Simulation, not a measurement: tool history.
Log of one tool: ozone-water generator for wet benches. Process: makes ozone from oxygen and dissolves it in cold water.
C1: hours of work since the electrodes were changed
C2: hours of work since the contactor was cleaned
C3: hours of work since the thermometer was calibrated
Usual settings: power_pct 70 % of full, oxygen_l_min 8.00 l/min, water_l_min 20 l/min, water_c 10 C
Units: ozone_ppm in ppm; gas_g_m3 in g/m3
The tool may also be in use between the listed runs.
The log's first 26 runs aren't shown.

{"run": 27, "day": 28.242, "power_pct": 51, "oxygen_l_min": 5.65, "water_l_min": 20, "water_c": 5, "C1": 1584, "C2": 3969, "C3": 2024, "ozone_ppm": 28.1, "gas_g_m3": 213.5}
{"run": 28, "day": 29.721, "power_pct": 51, "oxygen_l_min": 9.67, "water_l_min": 15, "water_c": 18, "C1": 1616, "C2": 4001, "C3": 2056, "ozone_ppm": 27.9, "gas_g_m3": 165.2}
{"run": 29, "day": 30.496, "power_pct": 51, "oxygen_l_min": 9.67, "water_l_min": 15, "water_c": 18, "C1": 1633, "C2": 4018, "C3": 2073, "ozone_ppm": 27.5, "gas_g_m3": 164.4}
{"run": 30, "day": 31.379, "power_pct": 74, "oxygen_l_min": 10.02, "water_l_min": 20, "water_c": 10, "C1": 1653, "C2": 4038, "C3": 2093, "ozone_ppm": 35.1, "gas_g_m3": 210.2}
{"run": 31, "day": 32.942, "power_pct": 41, "oxygen_l_min": 5.69, "water_l_min": 20, "water_c": 10, "C1": 1687, "C2": 4073, "C3": 2127, "ozone_ppm": 22.7, "gas_g_m3": 181.9}
{"run": 32, "day": 33.742, "power_pct": 70, "oxygen_l_min": 4.02, "water_l_min": 19, "water_c": 9, "C1": 1705, "C2": 4090, "C3": 2145, "ozone_ppm": 32.6, "gas_g_m3": 310.5}
{"run": 33, "day": 34.967, "power_pct": 62, "oxygen_l_min": 13.57, "water_l_min": 20, "water_c": 12, "C1": 1732, "C2": 4117, "C3": 2172, "ozone_ppm": 28.7, "gas_g_m3": 159.1}
{"run": 34, "day": 36.558, "power_pct": 77, "oxygen_l_min": 9.21, "water_l_min": 18, "water_c": 12, "C1": 1767, "C2": 4152, "C3": 2207, "ozone_ppm": 37.7, "gas_g_m3": 223.1}

3 ways to go on from here, each from the tool as it stands after run 34. What would each give?
{"run": "A", "day": 37.542, "power_pct": 75, "oxygen_l_min": 4.13, "water_l_min": 21, "water_c": 12, "C1": 1789, "C2": 4174, "C3": 2229, "ozone_ppm": "?", "gas_g_m3": "?"}
{"run": "B", "day": 37.542, "power_pct": 80, "oxygen_l_min": 9.21, "water_l_min": 13, "water_c": 6, "C1": 1789, "C2": 4174, "C3": 2229, "ozone_ppm": "?", "gas_g_m3": "?"}
{"run": "C", "day": 37.542, "power_pct": 70, "oxygen_l_min": 8.0, "water_l_min": 20, "water_c": 5, "C1": 1789, "C2": 4174, "C3": 2229, "ozone_ppm": "?", "gas_g_m3": "?"}

run=A ozone_ppm=30.7 gas_g_m3=321.6
run=B ozone_ppm=52.1 gas_g_m3=229.7
run=C ozone_ppm=36.0 gas_g_m3=223.1
Without the tool's hidden state the same runs would have given:
run=A ozone_ppm=33.1 gas_g_m3=330.8
run=B ozone_ppm=55.8 gas_g_m3=236.5
run=C ozone_ppm=38.8 gas_g_m3=229.1

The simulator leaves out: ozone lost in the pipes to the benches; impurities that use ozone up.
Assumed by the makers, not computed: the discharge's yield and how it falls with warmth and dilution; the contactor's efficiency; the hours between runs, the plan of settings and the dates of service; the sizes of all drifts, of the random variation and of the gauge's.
